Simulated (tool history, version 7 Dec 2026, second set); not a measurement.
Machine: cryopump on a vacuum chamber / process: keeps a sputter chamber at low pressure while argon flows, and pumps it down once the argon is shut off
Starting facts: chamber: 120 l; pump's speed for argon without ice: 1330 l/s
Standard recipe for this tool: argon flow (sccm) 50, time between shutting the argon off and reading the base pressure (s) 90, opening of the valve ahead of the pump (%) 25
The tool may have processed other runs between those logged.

run,hour,argon flow (sccm),time between shutting the argon off and reading the base pressure (s),opening of the valve ahead of the pump (%),pressure while argon flows (Pa),pressure after the wait (uPa)
1,0,50,90,25,0.256,2.61
2,64,50,90,25,0.2559,2.6
3,111.6,50,90,25,0.254,2.69
4,160.6,50,90,25,0.256,2.75
5,206.8,50,90,25,0.2554,2.84
6,269,50,90,25,0.2593,2.77
7,320.8,50,90,25,0.2585,2.88
8,368.4,46,90,25,0.2382,2.99
9,414.4,46,90,25,0.2375,2.82
10,447.4,50,90,56,0.1185,2.93
11,497.3,50,90,56,0.1203,3.01
12,555.8,50,90,56,0.1213,3.09
13,608.4,94,82,20,0.6107,3.16
14,675.3,41,63,39,0.14,3.63
15,720.5,41,63,39,0.1417,3.6
16,787.8,100,33,21,0.6254,4.96
17,841.1,61,152,26,0.312,2.84
18,890.7,61,152,26,0.3105,2.85
19,934.7,77,22,29,0.3549,6.64
20,1000.7,77,22,29,0.353,6.86
21,1047.1,82,174,25,0.4349,2.92
22,1094.7,50,40,27,0.2481,4.65

Consider 5 possible next runs. They are alternatives, not a sequence: every one starts from the tool as it was left by run 22. What does each give?
# hour 1162.7: pump warmed up, emptied and cooled again
A,1166.7,31,90,25,?,?
# hour 1162.7: pump warmed up, emptied and cooled again
B,1166.7,76,103,25,?,?
# hour 1162.7: pump warmed up, emptied and cooled again
C,1166.7,77,24,25,?,?
# hour 1162.7: pump warmed up, emptied and cooled again
D,1166.7,41,197,53,?,?
# hour 1162.7: pump warmed up, emptied and cooled again
E,1166.7,59,26,31,?,?

run,pressure while argon flows (Pa),pressure after the wait (uPa)
A,0.1584,3.11
B,0.3836,2.98
C,0.3923,5.91
D,0.0996,2.48
E,0.2429,5.79
With the hidden condition removed and each run's random variation left untouched, the same runs would have given:
run,pressure while argon flows (Pa),pressure after the wait (uPa)
A,0.1579,1.26
B,0.3825,1.13
C,0.3911,4.09
D,0.099,0.68
E,0.2421,3.91

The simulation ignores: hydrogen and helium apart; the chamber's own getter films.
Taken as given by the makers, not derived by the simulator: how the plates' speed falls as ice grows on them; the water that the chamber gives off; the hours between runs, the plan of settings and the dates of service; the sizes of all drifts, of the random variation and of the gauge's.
